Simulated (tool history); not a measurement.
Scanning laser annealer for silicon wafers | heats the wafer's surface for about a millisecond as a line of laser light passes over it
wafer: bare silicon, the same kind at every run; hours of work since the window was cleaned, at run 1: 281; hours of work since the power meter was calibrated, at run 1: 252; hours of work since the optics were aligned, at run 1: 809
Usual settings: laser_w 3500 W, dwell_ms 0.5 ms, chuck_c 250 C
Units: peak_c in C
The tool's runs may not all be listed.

| run | hour | laser_w | dwell_ms | chuck_c | hours of work since the window was cleaned | hours of work since the power meter was calibrated | hours of work since the optics were aligned | peak_c |
|---|---|---|---|---|---|---|---|---|
| 1 | 0 | 3500 | 0.5 | 250 | 281 | 252 | 809 | 1007 |
| 2 | 10.2 | 3500 | 0.5 | 250 | 286 | 258 | 814 | 1007 |
| 3 | 19.8 | 3500 | 0.5 | 250 | 292 | 263 | 820 | 1003 |
| 4 | 33.5 | 3500 | 0.5 | 250 | 299 | 271 | 827 | 1004 |
| 5 | 47.7 | 3500 | 0.5 | 250 | 307 | 279 | 835 | 1004 |
|  | 54.9 | window over the wafer cleaned |
| 6 | 60.9 | 3500 | 0.5 | 250 | 3 | 285 | 842 | 1020 |
| 7 | 75.3 | 3561 | 0.5 | 250 | 11 | 293 | 850 | 1034 |
| 8 | 95.2 | 3500 | 0.5 | 285 | 22 | 304 | 861 | 1054 |
| 9 | 109.7 | 3500 | 0.5 | 250 | 31 | 312 | 869 | 1019 |
| 10 | 123.4 | 3500 | 0.5 | 250 | 38 | 320 | 876 | 1018 |
| 11 | 136.3 | 3500 | 0.5 | 250 | 45 | 327 | 884 | 1019 |
| 12 | 149.8 | 3500 | 0.5 | 250 | 53 | 334 | 891 | 1016 |
| 13 | 169.3 | 3500 | 0.5 | 250 | 64 | 345 | 902 | 1016 |
| 14 | 187.6 | 3500 | 0.5 | 250 | 74 | 355 | 912 | 1015 |
| 15 | 204.2 | 3500 | 0.551 | 250 | 83 | 365 | 921 | 1050 |
| 16 | 218.8 | 3500 | 0.551 | 250 | 91 | 373 | 929 | 1048 |
| 17 | 237.5 | 3125 | 0.5 | 250 | 102 | 383 | 940 | 937 |
| 18 | 249.1 | 3500 | 0.462 | 250 | 108 | 390 | 946 | 984 |
| 19 | 260.4 | 3500 | 0.462 | 250 | 114 | 396 | 953 | 989 |
| 20 | 270.8 | 3500 | 0.5 | 266 | 120 | 402 | 958 | 1028 |
| 21 | 285.5 | 3500 | 0.5 | 266 | 128 | 410 | 967 | 1030 |
| 22 | 305.8 | 3695 | 0.522 | 250 | 140 | 421 | 978 | 1069 |
| 23 | 324.6 | 3279 | 0.425 | 257 | 150 | 432 | 988 | 922 |
| 24 | 343.1 | 3279 | 0.425 | 257 | 160 | 442 | 999 | 923 |
| 25 | 360.1 | 3279 | 0.425 | 257 | 170 | 451 | 1008 | 921 |
| 26 | 371.3 | 3658 | 0.583 | 285 | 176 | 458 | 1014 | 1135 |
| 27 | 386.9 | 3832 | 0.535 | 216 | 185 | 466 | 1023 | 1070 |
| 28 | 407.1 | 3343 | 0.557 | 287 | 196 | 477 | 1034 | 1048 |
| 29 | 423.1 | 3343 | 0.557 | 287 | 205 | 486 | 1043 | 1048 |
| 30 | 437 | 3191 | 0.466 | 287 | 213 | 494 | 1051 | 962 |
| 31 | 455.1 | 3500 | 0.549 | 240 | 223 | 504 | 1061 | 1029 |
| 32 | 465.3 | 3332 | 0.614 | 263 | 228 | 510 | 1067 | 1058 |
| 33 | 482.8 | 3332 | 0.614 | 263 | 238 | 520 | 1076 | 1055 |
| 34 | 499.2 | 3720 | 0.614 | 282 | 247 | 529 | 1086 | 1168 |
| 35 | 510 | 3457 | 0.5 | 250 | 253 | 535 | 1092 | 996 |
| 36 | 523.5 | 3457 | 0.5 | 250 | 261 | 542 | 1099 | 994 |
| 37 | 537 | 3457 | 0.5 | 250 | 268 | 550 | 1107 | 996 |
| 38 | 548 | 3704 | 0.571 | 288 | 274 | 556 | 1113 | 1136 |
| 39 | 563.1 | 3704 | 0.571 | 288 | 283 | 564 | 1121 | 1135 |
| 40 | 583.3 | 3704 | 0.571 | 266 | 294 | 576 | 1132 | 1113 |
| 41 | 596.4 | 3271 | 0.432 | 250 | 301 | 583 | 1140 | 911 |
| 42 | 610.4 | 3221 | 0.432 | 253 | 309 | 591 | 1147 | 905 |

Forecast each of these 3 alternatives for the next run:
|  | 613.7 | window over the wafer cleaned |
| A | 627.8 | 3221 | 0.567 | 253 | 8 | 599 | 1156 | ? |
|  | 613.7 | window over the wafer cleaned |
| B | 627.8 | 3500 | 0.402 | 250 | 8 | 599 | 1156 | ? |
|  | 613.7 | window over the wafer cleaned |
| C | 627.8 | 3093 | 0.545 | 253 | 8 | 599 | 1156 | ? |

| run | peak_c |
|---|---|
| A | 1001 |
| B | 945 |
| C | 959 |
Without the tool's hidden state the same runs would have given:
| run | peak_c |
|---|---|
| A | 1011 |
| B | 955 |
| C | 969 |
